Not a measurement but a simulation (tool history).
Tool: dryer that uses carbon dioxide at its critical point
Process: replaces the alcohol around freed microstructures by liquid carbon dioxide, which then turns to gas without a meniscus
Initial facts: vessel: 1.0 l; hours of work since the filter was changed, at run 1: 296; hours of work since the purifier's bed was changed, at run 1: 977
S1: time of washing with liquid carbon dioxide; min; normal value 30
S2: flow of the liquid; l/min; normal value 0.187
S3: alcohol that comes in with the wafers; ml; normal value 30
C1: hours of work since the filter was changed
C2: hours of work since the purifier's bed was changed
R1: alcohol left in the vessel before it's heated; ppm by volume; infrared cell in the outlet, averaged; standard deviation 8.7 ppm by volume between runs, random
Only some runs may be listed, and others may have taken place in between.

run,hour,S1,S2,S3,C1,C2,R1
1,0,30,0.187,30,296,977,748
# hour 29.8: purifier's bed changed
2,57,30,0.187,30,330,17,698
3,109.6,30,0.187,30,363,51,737
4,160.5,30,0.187,30,395,83,776
5,204.6,28,0.187,30,423,111,1039
6,258.6,28,0.187,30,458,145,1059
7,294.2,28,0.187,30,480,168,1086
8,331.3,30,0.187,30,504,191,911
# hour 368: inlet filter changed
9,384.8,30,0.187,30,11,224,537
10,411.8,30,0.187,37,28,241,649
11,449.6,30,0.187,37,52,265,654
12,490.1,30,0.187,30,77,291,570
13,542.6,30,0.187,30,111,324,600
14,569.9,30,0.187,30,128,342,607
15,593.2,39,0.187,30,143,356,211
16,617.3,39,0.187,30,158,372,212
17,665,39,0.187,30,188,402,229
18,691.4,39,0.187,30,205,419,236
19,726,44,0.187,30,227,441,145
20,766.9,30,0.187,30,253,467,675
21,791.6,30,0.187,30,269,482,721
22,819.9,28,0.191,43,286,500,1193
23,856.8,47,0.191,23,310,524,106
24,896.6,40,0.191,47,335,549,337
25,952.4,40,0.191,47,370,584,350
26,996.3,27,0.198,27,398,612,897
27,1042.6,27,0.198,27,428,641,928
28,1096.8,27,0.198,27,462,676,961
29,1146.3,30,0.187,56,493,707,1704
30,1178.6,20,0.187,30,514,728,2983
# hour 1201.1: inlet filter changed
31,1227.7,48,0.138,24,17,758,255

Forecast run 32:
32,1261.4,48,0.123,24,38,779,?

{"run 32": {"R1": 428}}
Were there no unlogged condition in the tool, this run, its random variation unchanged, would have produced R1 354 ppm by volume.

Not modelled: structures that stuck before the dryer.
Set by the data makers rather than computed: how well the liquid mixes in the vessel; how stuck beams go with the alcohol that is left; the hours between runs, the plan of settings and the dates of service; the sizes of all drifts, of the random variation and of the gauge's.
